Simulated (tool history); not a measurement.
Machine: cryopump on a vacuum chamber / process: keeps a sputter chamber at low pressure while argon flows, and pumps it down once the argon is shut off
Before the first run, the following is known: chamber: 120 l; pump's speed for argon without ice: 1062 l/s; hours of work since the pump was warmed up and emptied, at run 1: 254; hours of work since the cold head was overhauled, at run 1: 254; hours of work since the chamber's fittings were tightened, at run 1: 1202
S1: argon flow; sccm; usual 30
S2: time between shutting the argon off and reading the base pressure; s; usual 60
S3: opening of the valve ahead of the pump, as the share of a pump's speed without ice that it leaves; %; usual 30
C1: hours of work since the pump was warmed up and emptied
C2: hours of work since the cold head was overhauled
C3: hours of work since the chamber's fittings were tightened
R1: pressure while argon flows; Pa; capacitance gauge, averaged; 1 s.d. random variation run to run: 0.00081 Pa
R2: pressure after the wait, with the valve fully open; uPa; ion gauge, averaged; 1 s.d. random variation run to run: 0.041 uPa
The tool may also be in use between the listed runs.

| run | hour | S1 | S2 | S3 | C1 | C2 | C3 | R1 | R2 |
|---|---|---|---|---|---|---|---|---|---|
| 1 | 0.0 | 30 | 60 | 30 | 254 | 254 | 1202 | 0.1645 | 3.95 |
| 2 | 15.6 | 30 | 60 | 20 | 261 | 261 | 1209 | 0.2449 | 4.06 |
| 3 | 36.8 | 30 | 60 | 26 | 269 | 269 | 1218 | 0.1900 | 4.07 |
| 4 | 61.5 | 30 | 60 | 26 | 280 | 280 | 1228 | 0.1888 | 3.96 |
| 5 | 87.3 | 30 | 60 | 30 | 290 | 290 | 1239 | 0.1638 | 4.08 |
| 6 | 109.2 | 30 | 111 | 30 | 299 | 299 | 1248 | 0.1654 | 3.12 |
| 7 | 122.1 | 30 | 111 | 30 | 305 | 305 | 1253 | 0.1653 | 3.12 |
| 8 | 136.1 | 59 | 29 | 28 | 311 | 311 | 1259 | 0.3484 | 6.27 |

Run 9, settings as shown, results not yet in. Your forecast:
| 9 | 150.2 | 59 | 29 | 28 | 316 | 316 | 1265 | ? | ? |

{"run 9": {"R1": 0.3464, "R2": 6.39}}
Take away the tool's hidden state, keep the run-to-run variation as it was, and the same run would have given R1 0.3338 Pa, R2 4.66 uPa.
